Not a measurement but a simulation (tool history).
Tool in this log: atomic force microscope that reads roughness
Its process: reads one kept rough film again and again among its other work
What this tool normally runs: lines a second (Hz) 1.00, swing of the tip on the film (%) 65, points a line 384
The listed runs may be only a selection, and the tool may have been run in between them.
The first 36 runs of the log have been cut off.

run,hour,lines a second (Hz),swing of the tip on the film (%),points a line,pictures with this tip,hours of work since the height scale was calibrated,roughness of the kept film (nm (root mean square))
# hour 1520.8: new tip fitted
37,1554.2,2.11,72,478,29,395,2.862
38,1579.3,2.11,72,478,51,405,2.888
39,1618.3,2.11,72,478,84,422,2.868
40,1645.1,1.66,59,686,108,434,3.104
41,1691.7,3.72,88,642,148,454,2.202
42,1726.5,3.72,88,642,178,469,2.206
43,1783.3,3.72,88,642,227,493,2.192
44,1806.9,0.72,88,350,248,503,2.960
45,1861.3,1.00,65,261,295,527,3.081
46,1916.6,1.00,65,261,343,551,3.069
# hour 1967.7: new tip fitted
47,1975.5,1.32,70,986,7,576,3.055
48,2032.3,1.32,70,986,56,600,3.050
49,2079.5,0.80,67,986,97,621,3.137
50,2109.8,3.00,70,986,123,634,2.813
51,2162.1,1.27,71,933,168,656,3.034
52,2218.9,1.99,77,359,217,681,2.781
53,2263.5,1.99,77,359,256,700,2.780
54,2297.3,1.99,77,359,285,714,2.798

Below are 3 alternative next runs, each starting from the tool's condition after run 54. Predict each:
A,2338.4,1.00,76,384,321,732,?
B,2338.4,1.99,57,516,321,732,?
C,2338.4,0.81,75,258,321,732,?

run,roughness of the kept film (nm (root mean square))
A,2.992
B,3.076
C,3.027
Had the tool no hidden state, the same runs would have come out as:
run,roughness of the kept film (nm (root mean square))
A,2.997
B,3.081
C,3.033
